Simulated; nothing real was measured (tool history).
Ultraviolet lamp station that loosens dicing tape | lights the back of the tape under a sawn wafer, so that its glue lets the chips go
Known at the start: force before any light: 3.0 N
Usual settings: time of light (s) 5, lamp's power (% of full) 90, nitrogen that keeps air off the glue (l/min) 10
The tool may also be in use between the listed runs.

run    hour  time of light (s)  lamp's power (% of full)  nitrogen that keeps air off the glue (l/min)  force that peels the tape off (N)  light that reached the tape (mJ/cm²)
  1     0.0                  5                        90                                            10                              0.331                                   278
  2    22.7                  5                        90                                            10                              0.350                                   279
  3    53.5                  5                        90                                            10                              0.344                                   273
  4    76.7                  5                        90                                            10                              0.345                                   273
  5   101.4                  5                        90                                            10                              0.346                                   275
  6   116.3                  5                        90                                            10                              0.336                                   272
  7   150.1                  5                        90                                            10                              0.325                                   279
  8   166.8                  3                        90                                            10                              0.714                                   171
      177.0  -- window cleaned of glue's vapour
  9   191.0                  5                        78                                            10                              0.447                                   242
 10   221.4                  5                        78                                            10                              0.427                                   240
 11   236.4                  5                        78                                            10                              0.412                                   242
 12   268.3                  5                        78                                            10                              0.439                                   239
 13   290.9                  5                        90                                            10                              0.339                                   273
 14   325.0                  6                        90                                            10                              0.251                                   331
 15   351.2                  5                        90                                            10                              0.345                                   276
 16   374.0                  5                        67                                            10                              0.537                                   208
 17   392.4                  8                        90                                            10                              0.167                                   438
 18   428.9                  8                        90                                             3                              0.282                                   445
 19   460.2                  8                        90                                             3                              0.273                                   441
 20   477.0                  8                        90                                             3                              0.273                                   442
 21   501.2                  5                        90                                            10                              0.345                                   275
 22   524.1                  5                        90                                            10                              0.323                                   278
 23   553.8                  5                        90                                            10                              0.347                                   279
      577.2  -- window cleaned of glue's vapour
 24   589.3                  2                        90                                            12                              1.168                                   111
 25   606.2                 10                        69                                             6                              0.222                                   426
 26   638.3                  3                        71                                             6                              1.128                                   131
 27   658.0                  5                        90                                            15                              0.282                                   279
 28   689.7                  5                        67                                            16                              0.444                                   206
 29   718.3                  5                        79                                             4                              0.642                                   247
 30   754.0                  8                        66                                            18                              0.201                                   319
 31   778.5                  8                        66                                            18                              0.224                                   322
 32   793.9                  5                        65                                            10                              0.553                                   200
 33   828.6                  8                        65                                             4                              0.437                                   315
 34   848.3                  6                        79                                             3                              0.531                                   285
 35   868.2                  8                        84                                             3                              0.309                                   415
 36   889.4                 10                        76                                             6                              0.183                                   465
 37   915.0                 10                        76                                             6                              0.192                                   464
 38   942.1                  3                        84                                             6                              0.932                                   155
 39   960.0                  8                        60                                            10                              0.299                                   294
      978.1  -- window cleaned of glue's vapour
 40   985.0                  3                        90                                            10                              0.746                                   161
 41  1018.3                  4                        67                                            10                              0.713                                   169
 42  1050.7                  4                        67                                             4                              1.008                                   166
 43  1078.4                  2                        90                                             4                              1.407                                   110

Forecast each of these 4 alternatives for the next run:
  A  1093.1                  5                        72                                            10                                  ?                                     ?
  B  1093.1                  3                        95                                             7                                  ?                                     ?
  C  1093.1                  6                        68                                             4                                  ?                                     ?
  D  1093.1                  2                        87                                            11                                  ?                                     ?

run  force that peels the tape off (N)  light that reached the tape (mJ/cm²)
  A                              0.483                                   222
  B                              0.790                                   172
  C                              0.617                                   252
  D                              1.167                                   104
Without the tool's hidden state the same runs would have given:
run  force that peels the tape off (N)  light that reached the tape (mJ/cm²)
  A                              0.480                                   223
  B                              0.786                                   173
  C                              0.614                                   252
  D                              1.163                                   104
